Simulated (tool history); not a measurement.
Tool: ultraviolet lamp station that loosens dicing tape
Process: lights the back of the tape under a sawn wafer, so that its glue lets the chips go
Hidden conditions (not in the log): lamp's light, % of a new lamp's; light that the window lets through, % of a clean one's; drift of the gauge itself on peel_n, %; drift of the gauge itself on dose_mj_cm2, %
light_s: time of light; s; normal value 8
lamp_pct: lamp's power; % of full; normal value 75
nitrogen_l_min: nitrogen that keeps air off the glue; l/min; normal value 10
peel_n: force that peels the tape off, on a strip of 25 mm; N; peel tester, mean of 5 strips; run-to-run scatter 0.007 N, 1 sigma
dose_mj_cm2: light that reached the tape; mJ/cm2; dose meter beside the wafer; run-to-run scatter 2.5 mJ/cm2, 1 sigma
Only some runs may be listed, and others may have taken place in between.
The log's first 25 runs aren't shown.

run	hour	light_s	lamp_pct	nitrogen_l_min	hours of work of the lamp	hours of work since the window was cleaned	peel_n	dose_mj_cm2
26	1445.4	8	64	10	275	107	0.323	254
27	1522.5	8	75	13	316	148	0.203	296
28	1557.9	8	75	6	335	167	0.359	293
29	1611.4	8	75	7	363	196	0.321	299
30	1657.2	8	67	16	388	220	0.221	259
31	1736.7	8	75	18	430	262	0.149	297
# hour 1811.3: window cleaned of glue's vapour
32	1811.9	8	75	18	470	0	0.163	294
33	1847.0	14	79	10	488	19	0.079	540
34	1921.1	14	83	4	528	58	0.132	570
35	1970.0	14	83	4	554	84	0.139	569
36	2029.7	15	87	11	586	116	0.082	642
37	2110.8	4	63	16	629	159	0.836	120
38	2161.8	8	80	16	656	186	0.154	315
39	2236.6	8	64	19	696	226	0.198	251
40	2280.9	8	64	19	719	250	0.225	251
41	2363.9	8	64	19	763	294	0.187	251
# hour 2375.1: window cleaned of glue's vapour
42	2402.8	6	82	4	784	15	0.713	239

Alternative continuations, all from the tool just after run 42; predict every row:
A	2485.6	6	82	13	828	59	?	?
B	2485.6	8	79	4	828	59	?	?
C	2485.6	11	75	5	828	59	?	?
D	2485.6	9	63	9	828	59	?	?
E	2485.6	8	79	14	828	59	?	?

run	peel_n	dose_mj_cm2
A	0.312	242
B	0.478	307
C	0.225	403
D	0.315	276
E	0.157	310
Take away the tool's hidden state, keep each run's random variation, and the runs would have read:
run	peel_n	dose_mj_cm2
A	0.310	242
B	0.476	308
C	0.224	404
D	0.314	277
E	0.156	311

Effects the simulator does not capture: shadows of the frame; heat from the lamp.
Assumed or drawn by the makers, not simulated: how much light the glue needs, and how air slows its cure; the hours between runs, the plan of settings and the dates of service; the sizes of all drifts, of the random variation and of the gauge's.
